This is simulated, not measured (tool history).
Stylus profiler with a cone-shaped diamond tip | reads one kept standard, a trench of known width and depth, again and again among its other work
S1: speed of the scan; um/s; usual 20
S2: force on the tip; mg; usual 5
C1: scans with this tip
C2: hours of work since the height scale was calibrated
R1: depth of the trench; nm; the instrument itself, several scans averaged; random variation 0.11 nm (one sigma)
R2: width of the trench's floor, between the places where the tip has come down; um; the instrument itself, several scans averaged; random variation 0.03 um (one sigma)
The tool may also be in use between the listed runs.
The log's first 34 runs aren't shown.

{"run": 35, "hour": 970.6, "S1": 25, "S2": 5.99, "C1": 10480, "C2": 993, "R1": 201.88, "R2": 96.78}
{"run": 36, "hour": 994.1, "S1": 25, "S2": 5.99, "C1": 10656, "C2": 1010, "R1": 201.82, "R2": 96.78}
{"run": 37, "hour": 1030.7, "S1": 5, "S2": 4.51, "C1": 10932, "C2": 1036, "R1": 201.26, "R2": 96.77}
{"run": 38, "hour": 1053.3, "S1": 20, "S2": 12.69, "C1": 11102, "C2": 1052, "R1": 203.67, "R2": 96.78}
{"run": 39, "hour": 1084.4, "S1": 19, "S2": 14.55, "C1": 11336, "C2": 1074, "R1": 204.02, "R2": 96.77}
{"run": 40, "hour": 1108.9, "S1": 8, "S2": 3, "C1": 11520, "C2": 1092, "R1": 200.64, "R2": 96.72}
{"run": 41, "hour": 1130.5, "S1": 19, "S2": 5, "C1": 11683, "C2": 1107, "R1": 201.64, "R2": 96.76}
{"run": 42, "hour": 1150.3, "S1": 17, "S2": 3.18, "C1": 11832, "C2": 1121, "R1": 200.75, "R2": 96.77}
{"run": 43, "hour": 1173.0, "S1": 18, "S2": 10.29, "C1": 12003, "C2": 1137, "R1": 203, "R2": 96.75}
{"run": 44, "hour": 1199.1, "S1": 48, "S2": 1.84, "C1": 12200, "C2": 1156, "R1": 200.18, "R2": 96.65}
{"run": 45, "hour": 1223.7, "S1": 28, "S2": 4.44, "C1": 12385, "C2": 1173, "R1": 201.33, "R2": 96.71}
{"run": 46, "hour": 1253.0, "S1": 72, "S2": 2.28, "C1": 12605, "C2": 1194, "R1": 200.01, "R2": 96.62}
{"run": 47, "hour": 1284.7, "S1": 49, "S2": 2.81, "C1": 12843, "C2": 1217, "R1": 200.47, "R2": 96.65}

Forecast each of these 4 alternatives for the next run:
{"run": "A", "hour": 1317.0, "S1": 19, "S2": 3.07, "C1": 13087, "C2": 1240, "R1": "?", "R2": "?"}
{"run": "B", "hour": 1317.0, "S1": 49, "S2": 12.56, "C1": 13087, "C2": 1240, "R1": "?", "R2": "?"}
{"run": "C", "hour": 1317.0, "S1": 20, "S2": 2.65, "C1": 13087, "C2": 1240, "R1": "?", "R2": "?"}
{"run": "D", "hour": 1317.0, "S1": 33, "S2": 2.81, "C1": 13087, "C2": 1240, "R1": "?", "R2": "?"}

run=A R1=200.69 R2=96.75
run=B R1=203.5 R2=96.74
run=C R1=200.43 R2=96.71
run=D R1=200.71 R2=96.69
Without the tool's hidden state the same runs would have given:
run=A R1=201.87 R2=97.2
run=B R1=204.7 R2=97.19
run=C R1=201.61 R2=97.17
run=D R1=201.88 R2=97.14
